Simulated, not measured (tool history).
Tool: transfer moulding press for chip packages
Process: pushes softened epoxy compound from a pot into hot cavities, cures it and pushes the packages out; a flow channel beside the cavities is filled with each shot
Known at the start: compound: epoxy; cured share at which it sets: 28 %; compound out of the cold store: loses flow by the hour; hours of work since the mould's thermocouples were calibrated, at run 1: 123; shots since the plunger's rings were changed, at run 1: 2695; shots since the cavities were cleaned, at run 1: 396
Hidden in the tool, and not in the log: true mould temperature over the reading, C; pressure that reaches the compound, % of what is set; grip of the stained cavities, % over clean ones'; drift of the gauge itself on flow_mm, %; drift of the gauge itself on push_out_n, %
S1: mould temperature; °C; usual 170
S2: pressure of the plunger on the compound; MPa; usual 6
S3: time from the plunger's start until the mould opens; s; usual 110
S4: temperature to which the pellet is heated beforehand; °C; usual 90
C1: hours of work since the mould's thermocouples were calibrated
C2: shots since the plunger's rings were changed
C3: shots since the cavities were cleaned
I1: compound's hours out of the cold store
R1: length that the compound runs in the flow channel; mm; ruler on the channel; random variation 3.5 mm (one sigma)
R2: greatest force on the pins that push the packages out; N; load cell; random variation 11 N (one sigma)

| run | day | S1 | S2 | S3 | S4 | C1 | C2 | C3 | I1 | R1 | R2 |
|---|---|---|---|---|---|---|---|---|---|---|---|
| 1 | 0 | 170 | 6 | 110 | 90 | 123 | 2695 | 396 | 45.7 | 871 | 852 |
| 2 | 2.538 | 170 | 6 | 110 | 90 | 159 | 3312 | 1013 | 23.3 | 925 | 1157 |
|  | 3.071 | cavities cleaned with cleaning compound and waxed |
| 3 | 4.171 | 170 | 6 | 110 | 90 | 182 | 3695 | 267 | 12 | 956 | 871 |
|  | 5.325 | plunger's sealing rings changed |
| 4 | 5.933 | 170 | 6 | 110 | 90 | 205 | 149 | 672 | 44.7 | 892 | 1000 |
|  | 8 | cavities cleaned with cleaning compound and waxed |
| 5 | 8.5 | 170 | 6 | 110 | 90 | 241 | 758 | 121 | 37.9 | 903 | 732 |
| 6 | 10.55 | 170 | 6.82 | 110 | 90 | 270 | 1257 | 620 | 35.3 | 971 | 1042 |

The next listed run, before its measurement:
| 7 | 12.092 | 170 | 6.82 | 110 | 90 | 293 | 1633 | 996 | 36.8 | ? | ? |

R1: 959 mm
R2: 1143 N
Without the tool's hidden state the same run would have given R1 969 mm, R2 517 N.
